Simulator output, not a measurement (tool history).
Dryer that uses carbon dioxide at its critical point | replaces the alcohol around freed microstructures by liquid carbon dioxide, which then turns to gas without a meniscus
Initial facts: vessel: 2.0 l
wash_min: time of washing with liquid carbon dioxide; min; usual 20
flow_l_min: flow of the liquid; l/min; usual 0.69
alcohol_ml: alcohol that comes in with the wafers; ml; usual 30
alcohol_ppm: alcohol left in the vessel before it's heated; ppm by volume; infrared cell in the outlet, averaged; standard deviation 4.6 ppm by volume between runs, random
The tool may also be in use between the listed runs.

| run | hour | wash_min | flow_l_min | alcohol_ml | alcohol_ppm |
|---|---|---|---|---|---|
| 1 | 0 | 20 | 0.69 | 30 | 106 |
| 2 | 4.7 | 20 | 0.69 | 30 | 113 |
| 3 | 15.2 | 20 | 0.69 | 30 | 122 |
| 4 | 24.5 | 20 | 0.69 | 22 | 96 |
| 5 | 35.4 | 20 | 0.69 | 30 | 116 |
| 6 | 46.3 | 20 | 0.69 | 30 | 113 |
| 7 | 52.3 | 20 | 0.69 | 30 | 124 |
| 8 | 58.4 | 20 | 0.69 | 30 | 128 |
| 9 | 69.2 | 20 | 0.69 | 30 | 129 |
| 10 | 77 | 20 | 0.69 | 30 | 126 |
| 11 | 85.8 | 20 | 0.69 | 30 | 126 |
| 12 | 94.8 | 20 | 0.69 | 30 | 120 |
| 13 | 105.8 | 20 | 0.69 | 30 | 128 |
| 14 | 115.7 | 20 | 0.69 | 30 | 126 |
| 15 | 121.6 | 20 | 0.69 | 30 | 127 |
| 16 | 126.5 | 20 | 0.69 | 30 | 132 |
| 17 | 134.4 | 26 | 0.647 | 63 | 92 |
| 18 | 140.5 | 26 | 1.083 | 63 | 33 |
| 19 | 145.9 | 26 | 1.083 | 29 | 38 |
| 20 | 151.2 | 26 | 1.083 | 29 | 42 |
| 21 | 158.8 | 26 | 1.083 | 29 | 36 |
| 22 | 166.1 | 22 | 0.69 | 43 | 127 |
| 23 | 176 | 22 | 0.69 | 43 | 126 |
| 24 | 182.6 | 22 | 0.69 | 38 | 120 |
| 25 | 188.3 | 22 | 0.69 | 38 | 120 |
| 26 | 194 | 15 | 1.165 | 78 | 115 |
| 27 | 204.7 | 15 | 1.165 | 78 | 115 |
| 28 | 214.2 | 15 | 1.165 | 78 | 119 |

What if the next run were any one of these 4? Each begins from the tool's condition after run 28:
| A | 220.4 | 30 | 0.565 | 95 | ? |
| B | 220.4 | 20 | 0.536 | 39 | ? |
| C | 220.4 | 26 | 0.718 | 97 | ? |
| D | 220.4 | 13 | 1.165 | 57 | ? |

| run | alcohol_ppm |
|---|---|
| A | 134 |
| B | 426 |
| C | 96 |
| D | 173 |
With the hidden condition removed and each run's random variation left untouched, the same runs would have given:
| run | alcohol_ppm |
|---|---|
| A | 47 |
| B | 251 |
| C | 28 |
| D | 75 |
